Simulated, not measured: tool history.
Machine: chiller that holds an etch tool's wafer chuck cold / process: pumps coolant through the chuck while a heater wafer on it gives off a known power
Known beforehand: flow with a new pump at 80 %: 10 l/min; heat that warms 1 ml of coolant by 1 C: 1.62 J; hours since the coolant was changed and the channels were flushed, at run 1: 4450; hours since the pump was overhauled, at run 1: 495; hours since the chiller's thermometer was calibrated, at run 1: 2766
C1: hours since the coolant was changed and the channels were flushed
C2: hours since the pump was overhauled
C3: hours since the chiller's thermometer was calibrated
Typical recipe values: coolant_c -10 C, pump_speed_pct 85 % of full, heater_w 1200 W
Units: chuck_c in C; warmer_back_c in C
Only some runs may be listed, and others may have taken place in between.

Run 1, day 0: usual settings; C1 4450; C2 495; C3 2766. Result: chuck_c -2.6 C, warmer_back_c 4.17 C.
Run 2, day 3.471: usual settings; C1 4534; C2 579; C3 2850. Result: chuck_c -2.5 C, warmer_back_c 4.16 C.
Run 3, day 6.679: usual settings; C1 4611; C2 656; C3 2927. Result: chuck_c -2.5 C, warmer_back_c 4.19 C.
Run 4, day 10.929: usual settings but pump_speed_pct 65 % of full; C1 4713; C2 758; C3 3029. Result: chuck_c -0.3 C, warmer_back_c 5.73 C.
Run 5, day 16.075: usual settings; C1 4836; C2 881; C3 3152. Result: chuck_c -2.5 C, warmer_back_c 4.22 C.
Run 6, day 21.671: usual settings; C1 4970; C2 1015; C3 3287. Result: chuck_c -2.7 C, warmer_back_c 4.26 C.
Run 7, day 24.358: usual settings; C1 5035; C2 1080; C3 3351. Result: chuck_c -2.6 C, warmer_back_c 4.18 C.
At day 28.242: chiller's thermometer calibrated.
Run 8, day 28.558: usual settings; C1 5135; C2 1180; C3 8. Result: chuck_c -1.8 C, warmer_back_c 4.24 C.
At day 31.221: coolant changed, channels flushed.
Run 9, day 32.4: usual settings but heater_w 1104 W; C1 28; C2 1266; C3 94. Result: chuck_c -3.1 C, warmer_back_c 3.9 C.
Run 10, day 37.467: usual settings but coolant_c -17 C, heater_w 1104 W; C1 150; C2 1388; C3 215. Result: chuck_c -10 C, warmer_back_c 3.96 C.
Run 11, day 41.875: usual settings but coolant_c 0 C; C1 256; C2 1493; C3 321. Result: chuck_c 7.9 C, warmer_back_c 4.22 C.
Run 12, day 45.971: usual settings; C1 354; C2 1592; C3 419. Result: chuck_c -2.2 C, warmer_back_c 4.28 C.
Run 13, day 51.2: usual settings; C1 479; C2 1717; C3 545. Result: chuck_c -2.4 C, warmer_back_c 4.26 C.
Run 14, day 55.629: usual settings; C1 586; C2 1823; C3 651. Result: chuck_c -2.4 C, warmer_back_c 4.31 C.
Run 15, day 58.821: usual settings; C1 662; C2 1900; C3 728. Result: chuck_c -2.1 C, warmer_back_c 4.27 C.
Run 16, day 64.383: usual settings; C1 796; C2 2034; C3 861. Result: chuck_c -2.2 C, warmer_back_c 4.31 C.
Run 17, day 69.35: usual settings but coolant_c -15 C, heater_w 1192 W; C1 915; C2 2153; C3 981. Result: chuck_c -7.5 C, warmer_back_c 4.35 C.
Run 18, day 71.983: usual settings but coolant_c 0 C, pump_speed_pct 86 % of full, heater_w 944 W; C1 978; C2 2216; C3 1044. Result: chuck_c 6 C, warmer_back_c 3.4 C.
Run 19, day 75.7: usual settings but coolant_c -1 C, pump_speed_pct 83 % of full; C1 1067; C2 2305; C3 1133. Result: chuck_c 7 C, warmer_back_c 4.49 C.
Run 20, day 80.317: usual settings but coolant_c -1 C, pump_speed_pct 83 % of full; C1 1178; C2 2416; C3 1244. Result: chuck_c 7 C, warmer_back_c 4.48 C.
Run 21, day 83.6: usual settings but coolant_c -12 C, pump_speed_pct 87 % of full, heater_w 1723 W; C1 1257; C2 2495; C3 1323. Result: chuck_c -1.1 C, warmer_back_c 6.2 C.
Run 22, day 86.446: usual settings but coolant_c -1 C, heater_w 1008 W; C1 1325; C2 2563; C3 1391. Result: chuck_c 5.5 C, warmer_back_c 3.7 C.
Run 23, day 90.775: usual settings but coolant_c -9 C, pump_speed_pct 91 % of full, heater_w 1539 W; C1 1429; C2 2667; C3 1495. Result: chuck_c 0.4 C, warmer_back_c 5.22 C.
Run 24, day 93.417: usual settings but coolant_c -8 C; C1 1493; C2 2730; C3 1558. Result: chuck_c -0.3 C, warmer_back_c 4.39 C.
Run 25, day 96.975: usual settings but pump_speed_pct 78 % of full, heater_w 669 W; C1 1578; C2 2816; C3 1644. Result: chuck_c -5.2 C, warmer_back_c 2.7 C.
Run 26, day 101.108: usual settings but pump_speed_pct 99 % of full, heater_w 994 W; C1 1677; C2 2915; C3 1743. Result: chuck_c -4.6 C, warmer_back_c 3.15 C.
Run 27, day 104.204: usual settings but coolant_c -3 C, pump_speed_pct 61 % of full, heater_w 904 W; C1 1752; C2 2989; C3 1817. Result: chuck_c 5.2 C, warmer_back_c 4.8 C.
Run 28, day 106.583: usual settings but coolant_c -15 C, heater_w 717 W; C1 1809; C2 3046; C3 1874. Result: chuck_c -10.4 C, warmer_back_c 2.61 C.
Run 29, day 109.475: usual settings but coolant_c -13 C, pump_speed_pct 87 % of full, heater_w 1214 W; C1 1878; C2 3116; C3 1944. Result: chuck_c -5.4 C, warmer_back_c 4.41 C.
Run 30, day 114.021: usual settings but pump_speed_pct 90 % of full, heater_w 911 W; C1 1987; C2 3225; C3 2053. Result: chuck_c -4.4 C, warmer_back_c 3.2 C.
Run 31, day 119.796: usual settings but pump_speed_pct 90 % of full, heater_w 911 W; C1 2126; C2 3363; C3 2191. Result: chuck_c -4.5 C, warmer_back_c 3.2 C.
Run 32, day 123.267: usual settings but coolant_c -16 C; C1 2209; C2 3447; C3 2275. Result: chuck_c -8 C, warmer_back_c 4.48 C.

3 options for the next run, each taken on its own from the tool as it stands now. Forecast them:
Run A, day 128.221: usual settings but coolant_c -7 C; C1 2328; C2 3566; C3 2393. Result: chuck_c ?, warmer_back_c ?.
Run B, day 128.221: usual settings but coolant_c -16 C, pump_speed_pct 66 % of full, heater_w 1281 W; C1 2328; C2 3566; C3 2393. Result: chuck_c ?, warmer_back_c ?.
Run C, day 128.221: usual settings but coolant_c -13 C, pump_speed_pct 94 % of full, heater_w 695 W; C1 2328; C2 3566; C3 2393. Result: chuck_c ?, warmer_back_c ?.

run  chuck_c  warmer_back_c
  A      0.8           4.51
  B     -5.2           6.32
  C       -9           2.37
Without the tool's hidden state the same runs would have given:
run  chuck_c  warmer_back_c
  A      0.4           4.15
  B     -5.9           5.81
  C       -9           2.18
